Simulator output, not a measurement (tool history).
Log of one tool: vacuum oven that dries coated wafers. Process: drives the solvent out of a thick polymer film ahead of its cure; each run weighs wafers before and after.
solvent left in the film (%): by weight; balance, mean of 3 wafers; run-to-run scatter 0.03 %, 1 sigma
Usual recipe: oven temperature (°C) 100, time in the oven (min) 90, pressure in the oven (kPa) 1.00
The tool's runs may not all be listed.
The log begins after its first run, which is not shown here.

{"run": 2, "day": 1.004, "oven temperature (°C)": 100, "time in the oven (min)": 90, "pressure in the oven (kPa)": 1.0, "solvent left in the film (%)": 2.32}
{"run": 3, "day": 1.725, "oven temperature (°C)": 100, "time in the oven (min)": 90, "pressure in the oven (kPa)": 1.0, "solvent left in the film (%)": 2.34}
{"run": 4, "day": 2.517, "oven temperature (°C)": 100, "time in the oven (min)": 90, "pressure in the oven (kPa)": 1.0, "solvent left in the film (%)": 2.3}
{"run": 5, "day": 3.546, "oven temperature (°C)": 100, "time in the oven (min)": 90, "pressure in the oven (kPa)": 1.0, "solvent left in the film (%)": 2.32}
{"run": 6, "day": 4.433, "oven temperature (°C)": 110, "time in the oven (min)": 90, "pressure in the oven (kPa)": 1.0, "solvent left in the film (%)": 0.98}
{"run": 7, "day": 5.696, "oven temperature (°C)": 110, "time in the oven (min)": 90, "pressure in the oven (kPa)": 1.0, "solvent left in the film (%)": 0.95}
{"run": 8, "day": 7.004, "oven temperature (°C)": 100, "time in the oven (min)": 90, "pressure in the oven (kPa)": 1.0, "solvent left in the film (%)": 2.35}
{"run": 9, "day": 8.242, "oven temperature (°C)": 100, "time in the oven (min)": 90, "pressure in the oven (kPa)": 1.0, "solvent left in the film (%)": 2.39}
{"run": 10, "day": 8.804, "oven temperature (°C)": 100, "time in the oven (min)": 90, "pressure in the oven (kPa)": 1.0, "solvent left in the film (%)": 2.33}
{"run": 11, "day": 9.721, "oven temperature (°C)": 100, "time in the oven (min)": 90, "pressure in the oven (kPa)": 1.0, "solvent left in the film (%)": 2.37}
{"run": 12, "day": 10.558, "oven temperature (°C)": 112, "time in the oven (min)": 90, "pressure in the oven (kPa)": 1.0, "solvent left in the film (%)": 0.82}
{"run": 13, "day": 11.133, "oven temperature (°C)": 112, "time in the oven (min)": 90, "pressure in the oven (kPa)": 1.0, "solvent left in the film (%)": 0.8}
{"run": 14, "day": 11.762, "oven temperature (°C)": 112, "time in the oven (min)": 90, "pressure in the oven (kPa)": 1.0, "solvent left in the film (%)": 0.79}
{"run": 15, "day": 12.925, "oven temperature (°C)": 112, "time in the oven (min)": 90, "pressure in the oven (kPa)": 1.0, "solvent left in the film (%)": 0.83}
{"run": 16, "day": 13.992, "oven temperature (°C)": 100, "time in the oven (min)": 46, "pressure in the oven (kPa)": 1.0, "solvent left in the film (%)": 5.32}
{"run": 17, "day": 14.7, "oven temperature (°C)": 100, "time in the oven (min)": 90, "pressure in the oven (kPa)": 1.0, "solvent left in the film (%)": 2.41}
{"run": 18, "day": 15.562, "oven temperature (°C)": 103, "time in the oven (min)": 90, "pressure in the oven (kPa)": 1.0, "solvent left in the film (%)": 1.86}
{"run": 19, "day": 16.692, "oven temperature (°C)": 87, "time in the oven (min)": 139, "pressure in the oven (kPa)": 3.14, "solvent left in the film (%)": 4.03}
{"run": 20, "day": 17.696, "oven temperature (°C)": 88, "time in the oven (min)": 90, "pressure in the oven (kPa)": 1.0, "solvent left in the film (%)": 4.93}
{"run": 21, "day": 18.392, "oven temperature (°C)": 102, "time in the oven (min)": 98, "pressure in the oven (kPa)": 2.06, "solvent left in the film (%)": 2.0}
{"run": 22, "day": 19.138, "oven temperature (°C)": 102, "time in the oven (min)": 98, "pressure in the oven (kPa)": 2.06, "solvent left in the film (%)": 2.05}
{"run": 23, "day": 19.929, "oven temperature (°C)": 93, "time in the oven (min)": 49, "pressure in the oven (kPa)": 1.0, "solvent left in the film (%)": 6.49}
{"run": 24, "day": 21.225, "oven temperature (°C)": 98, "time in the oven (min)": 54, "pressure in the oven (kPa)": 3.36, "solvent left in the film (%)": 5.57}
{"run": 25, "day": 22.317, "oven temperature (°C)": 90, "time in the oven (min)": 49, "pressure in the oven (kPa)": 0.78, "solvent left in the film (%)": 7.14}
{"run": 26, "day": 23.167, "oven temperature (°C)": 90, "time in the oven (min)": 49, "pressure in the oven (kPa)": 0.78, "solvent left in the film (%)": 7.17}

For run 27, what comes out?
{"run": 27, "day": 24.121, "oven temperature (°C)": 100, "time in the oven (min)": 72, "pressure in the oven (kPa)": 1.0, "solvent left in the film (%)": "?"}

{"run 27": {"solvent left in the film (%)": 3.32}}
Take away the tool's hidden state, keep the run-to-run variation as it was, and the same run would have given solvent left in the film (%) 2.84.

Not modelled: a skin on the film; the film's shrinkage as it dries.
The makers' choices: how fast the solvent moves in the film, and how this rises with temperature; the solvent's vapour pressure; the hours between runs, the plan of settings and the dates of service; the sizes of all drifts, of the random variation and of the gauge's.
